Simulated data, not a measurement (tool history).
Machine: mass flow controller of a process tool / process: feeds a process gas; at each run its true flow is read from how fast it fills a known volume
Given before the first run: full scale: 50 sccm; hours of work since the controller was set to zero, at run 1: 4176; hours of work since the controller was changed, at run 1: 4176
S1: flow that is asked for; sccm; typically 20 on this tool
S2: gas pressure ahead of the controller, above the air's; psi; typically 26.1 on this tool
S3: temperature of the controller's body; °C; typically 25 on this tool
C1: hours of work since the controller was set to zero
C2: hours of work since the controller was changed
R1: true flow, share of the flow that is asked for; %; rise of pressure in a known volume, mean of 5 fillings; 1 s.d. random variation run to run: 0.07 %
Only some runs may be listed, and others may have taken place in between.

run,hour,S1,S2,S3,C1,C2,R1
1,0,20,26.1,25,4176,4176,98.8
2,200.8,43,26.1,25,4290,4290,100.33
3,330,43,26.1,25,4364,4364,100.47
4,473.7,43,26.1,25,4446,4446,100.5
5,656.4,20,26.1,25,4550,4550,98.92
6,883.9,20,26.1,25,4680,4680,98.82
7,985,20,26.1,25,4737,4737,98.93
8,1210.1,7,26.1,25,4865,4865,96.57
9,1374.8,7,26.1,25,4959,4959,96.51
10,1487.5,20,26.1,25,5024,5024,98.95
11,1585.4,20,26.1,25,5079,5079,99.02
12,1776.2,9,34.7,25,5188,5188,96.9
13,1955.7,20,21.2,25,5290,5290,99.01
14,2180.3,43,32.1,23,5419,5419,100.28
15,2373.9,15,26.1,25,5529,5529,98.24
16,2487.4,15,25.4,35,5594,5594,98.65
17,2608.7,15,25.4,23,5663,5663,98.29
18,2723.2,15,25.4,23,5728,5728,98.34
19,2885.8,23,21.9,35,5821,5821,99.67
20,3030.3,13,21.9,35,5903,5903,98.31

Consider 4 possible next runs. They are alternatives, not a sequence: every one starts from the tool as it was left by run 20. What does each give?
A,3156,23,26.1,25,5975,5975,?
B,3156,20,22,25,5975,5975,?
C,3156,24,21.9,35,5975,5975,?
D,3156,20,26.1,29,5975,5975,?

run,R1
A,99.31
B,99.11
C,99.7
D,99.01
Take away the tool's hidden state, keep each run's random variation, and the runs would have read:
run,R1
A,98.84
B,98.78
C,99.19
D,98.69
